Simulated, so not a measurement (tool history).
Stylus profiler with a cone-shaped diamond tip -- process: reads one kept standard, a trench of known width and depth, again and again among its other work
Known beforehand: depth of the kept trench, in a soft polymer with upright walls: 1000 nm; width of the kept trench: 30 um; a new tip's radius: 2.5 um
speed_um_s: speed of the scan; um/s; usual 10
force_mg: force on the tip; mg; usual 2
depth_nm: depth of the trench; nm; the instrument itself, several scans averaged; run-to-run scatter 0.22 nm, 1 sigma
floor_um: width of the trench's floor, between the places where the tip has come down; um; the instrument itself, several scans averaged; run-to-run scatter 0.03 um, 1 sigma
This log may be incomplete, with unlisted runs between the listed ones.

run      day  speed_um_s  force_mg  depth_nm  floor_um
  1        0          10         2   1006.81     24.32
  2    2.846          10      1.88   1006.72     24.24
  3    8.558           7         2   1007.72     24.17
  4   12.204          10         2   1007.47     24.11
  5   17.192          10         2   1007.26        24
  6   20.733          10         2   1007.17        24
  7     26.4          10         2   1007.63     23.84
  8   29.238          10         2   1007.76     23.75
  9   32.817          10         2   1008.25     23.79
 10   38.246          10         2   1008.51     23.66
 11    43.55          10      3.11   1010.85     23.64
 12   48.562          10      3.11   1010.65     23.53
 13   52.354          10      3.11   1010.64     23.48
      52.912  -- height scale calibrated on a step standard
 14   57.633          10      1.91   1009.58     23.42
 15   62.983          10      0.88   1006.81     23.35
      66.925  -- height scale calibrated on a step standard, once more
 16   67.467          10         2   1007.06      23.3
 17   73.104          10      0.78    1003.9     23.15
 18   75.596          10      0.78   1004.22     23.18
 19   79.717          16      0.78   1004.36     23.06
 20   83.042          16      0.78   1004.59     23.08
 21   86.204          16      0.78   1004.65     22.98
 22   89.617          16      0.78   1004.41     22.95
 23    92.35          16      0.78   1004.57     22.96
 24   97.617          12      1.73   1007.22      22.9
 25  103.183          13      0.94   1005.67     22.73
 26   106.35          10      4.75   1013.65     22.79
 27  110.662           6      3.15   1011.15     22.73
 28  115.829           4         2   1008.77     22.68
 29  120.938           4         2   1008.71     22.62
 30  125.446          13         2   1009.09     22.52

The next listed run, before its measurement:
 31  129.788          13         2         ?         ?

depth_nm: 1009.16 nm
floor_um: 22.41 um
On a tool with no hidden condition, and with the same random variation, this run would have come out at depth_nm 1006.97 nm, floor_um 25.92 um.
